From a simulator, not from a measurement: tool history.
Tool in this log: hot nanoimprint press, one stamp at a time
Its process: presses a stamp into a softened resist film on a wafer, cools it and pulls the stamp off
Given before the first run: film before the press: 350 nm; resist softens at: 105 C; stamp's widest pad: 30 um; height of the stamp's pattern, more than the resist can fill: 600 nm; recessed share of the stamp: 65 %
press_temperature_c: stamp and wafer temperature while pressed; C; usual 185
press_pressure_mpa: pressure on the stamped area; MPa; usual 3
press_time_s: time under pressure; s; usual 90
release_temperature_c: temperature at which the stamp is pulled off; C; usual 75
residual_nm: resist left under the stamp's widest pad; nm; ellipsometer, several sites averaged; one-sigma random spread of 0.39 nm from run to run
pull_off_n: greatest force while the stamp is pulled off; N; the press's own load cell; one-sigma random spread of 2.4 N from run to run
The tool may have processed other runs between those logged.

run,hour,press_temperature_c,press_pressure_mpa,press_time_s,release_temperature_c,residual_nm,pull_off_n
1,0,185,3,90,75,134.2,208
2,11.9,185,3,90,75,134.2,204
3,23.8,185,3,90,75,134.7,208
4,32.4,185,3,90,75,134.5,203
5,38.7,185,3,90,75,134.2,211
6,50.6,185,3,90,75,134.3,204
7,57.8,185,3,133,75,115.2,208
8,69.1,185,3,90,82,134.8,178
9,79.1,185,3,90,75,134.4,211
10,85.4,185,3,90,75,135.2,204
11,91.7,185,3,90,75,134.7,210
12,97.1,185,3,90,75,134.6,213
13,105.6,185,3,90,75,134.1,203
14,112.3,185,3,54,75,163.4,211
15,123.8,185,3,54,75,163.9,203
16,135.7,179,4.54,62,75,163.7,212
17,143.3,182,4.59,90,60,124.7,278
18,150.7,195,4.59,90,63,73.4,259
19,156.9,195,4.59,90,63,73.3,263
# hour 166.3: plate thermocouple calibrated
20,167,189,3.75,105,78,99.9,198
21,174.9,189,3.75,105,78,99.7,198
22,185.6,193,3.35,105,78,89.6,201
23,194.6,185,3,125,67,122,252
24,204.4,185,3,125,67,121.5,256
25,211,185,2.48,125,69,132.3,241
26,221.8,185,3.4,98,73,126.2,226
27,229.6,190,3.49,174,74,79,218
28,236.2,190,3.49,174,74,79.1,219
29,241.9,190,2.4,174,74,95.7,218

Branching from run 29: 4 alternative next runs. What would each branch give?
A,248.1,186,4.52,174,70,?,?
B,248.1,185,1.85,56,75,?,?
C,248.1,190,3.33,174,74,?,?
D,248.1,190,2.4,174,82,?,?

run,residual_nm,pull_off_n
A,82.3,241
B,201.6,214
C,81.3,221
D,95.9,183
Had the tool no hidden state, the same runs would have come out as:
run,residual_nm,pull_off_n
A,82.2,218
B,202.7,194
C,81.5,200
D,96.3,166

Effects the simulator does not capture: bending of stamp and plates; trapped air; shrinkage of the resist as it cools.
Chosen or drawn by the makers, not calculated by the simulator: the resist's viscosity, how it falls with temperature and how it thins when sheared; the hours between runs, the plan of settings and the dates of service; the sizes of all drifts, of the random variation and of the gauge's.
